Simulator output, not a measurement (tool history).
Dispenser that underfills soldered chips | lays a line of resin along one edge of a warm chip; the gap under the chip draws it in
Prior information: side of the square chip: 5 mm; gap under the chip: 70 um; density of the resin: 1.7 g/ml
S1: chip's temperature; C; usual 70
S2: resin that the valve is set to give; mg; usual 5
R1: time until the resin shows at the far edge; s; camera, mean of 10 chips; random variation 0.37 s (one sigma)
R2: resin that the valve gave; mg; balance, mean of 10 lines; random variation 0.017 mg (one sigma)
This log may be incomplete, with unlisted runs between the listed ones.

Run 1, hour 0: usual settings. Result: R1 27.1 s, R2 4.84 mg.
Run 2, hour 3: usual settings but S1 69 C. Result: R1 31.2 s, R2 4.86 mg.
At hour 5: new syringe of resin.
Run 3, hour 8.1: usual settings but S1 59 C. Result: R1 38.2 s, R2 4.87 mg.
Run 4, hour 13.1: usual settings but S1 59 C. Result: R1 42.8 s, R2 4.81 mg.
Run 5, hour 19.2: usual settings but S1 82 C. Result: R1 19.1 s, R2 4.88 mg.
At hour 20: new syringe of resin.
Run 6, hour 24.3: usual settings but S1 82 C. Result: R1 14.1 s, R2 4.8 mg.
Run 7, hour 28.8: usual settings but S2 4.88 mg. Result: R1 25.7 s, R2 4.65 mg.
Run 8, hour 32.4: usual settings but S1 58 C. Result: R1 48.4 s, R2 4.83 mg.
At hour 35.1: new syringe of resin.
Run 9, hour 37.7: usual settings. Result: R1 22.7 s, R2 4.8 mg.
Run 10, hour 43.3: usual settings but S2 4.63 mg. Result: R1 26.9 s, R2 4.42 mg.
Run 11, hour 48.5: usual settings but S2 4.63 mg. Result: R1 30.1 s, R2 4.43 mg.
At hour 49.9: new syringe of resin.
Run 12, hour 52.2: usual settings but S2 4.71 mg. Result: R1 22.1 s, R2 4.53 mg.
Run 13, hour 57.4: usual settings but S2 4.71 mg. Result: R1 26.3 s, R2 4.51 mg.
Run 14, hour 60.8: usual settings but S2 4.71 mg. Result: R1 28.8 s, R2 4.5 mg.
At hour 64.9: new syringe of resin.
Run 15, hour 65.3: usual settings but S1 66 C, S2 5.09 mg. Result: R1 25.3 s, R2 4.88 mg.
Run 16, hour 70.4: usual settings but S1 73 C, S2 5.05 mg. Result: R1 21.2 s, R2 4.79 mg.
Run 17, hour 75.4: usual settings but S1 69 C, S2 4.59 mg. Result: R1 28.8 s, R2 4.37 mg.
At hour 79.8: new syringe of resin.
Run 18, hour 80: usual settings but S1 69 C, S2 4.59 mg. Result: R1 23.3 s, R2 4.37 mg.
Run 19, hour 82.7: usual settings but S1 69 C, S2 6.34 mg. Result: R1 23.7 s, R2 5.99 mg.
Run 20, hour 85.4: usual settings but S2 5.03 mg. Result: R1 25 s, R2 4.74 mg.
Run 21, hour 90.1: usual settings but S1 60 C, S2 5.15 mg. Result: R1 43.9 s, R2 4.86 mg.
Run 22, hour 93.3: usual settings but S1 66 C, S2 6.33 mg. Result: R1 35.5 s, R2 5.98 mg.
At hour 94.7: new syringe of resin.
Run 23, hour 97.8: usual settings but S1 72 C, S2 4.29 mg. Result: R1 21.1 s, R2 4.03 mg.
Run 24, hour 101.5: usual settings but S1 74 C, S2 4.87 mg. Result: R1 21.9 s, R2 4.57 mg.
Run 25, hour 105.8: usual settings but S2 6.5 mg. Result: R1 28.1 s, R2 6.16 mg.
Run 26, hour 108.9: usual settings but S2 6.5 mg. Result: R1 30.3 s, R2 6.12 mg.
At hour 109.7: new syringe of resin.
At hour 114.5: dispensing valve cleaned and set on the balance.
Run 27, hour 114.5: usual settings but S2 6.5 mg. Result: R1 22.4 s, R2 6.48 mg.

4 ways to go on from here, each from the tool as it stands after run 27. What would each give?
Run A, hour 118.6: usual settings but S1 84 C, S2 4.21 mg. Result: R1 ?, R2 ?.
Run B, hour 118.6: usual settings but S1 62 C. Result: R1 ?, R2 ?.
Run C, hour 118.6: usual settings but S1 59 C, S2 5.41 mg. Result: R1 ?, R2 ?.
Run D, hour 118.6: usual settings but S1 63 C, S2 6.41 mg. Result: R1 ?, R2 ?.

run    R1    R2
  A  15.2   4.2
  B  35.8  5.01
  C  41.8  5.38
  D    34   6.4
Without the tool's unlogged condition, the same runs would have read:
run    R1    R2
  A    13  4.22
  B  30.8  5.03
  C    36   5.4
  D  29.2  6.42
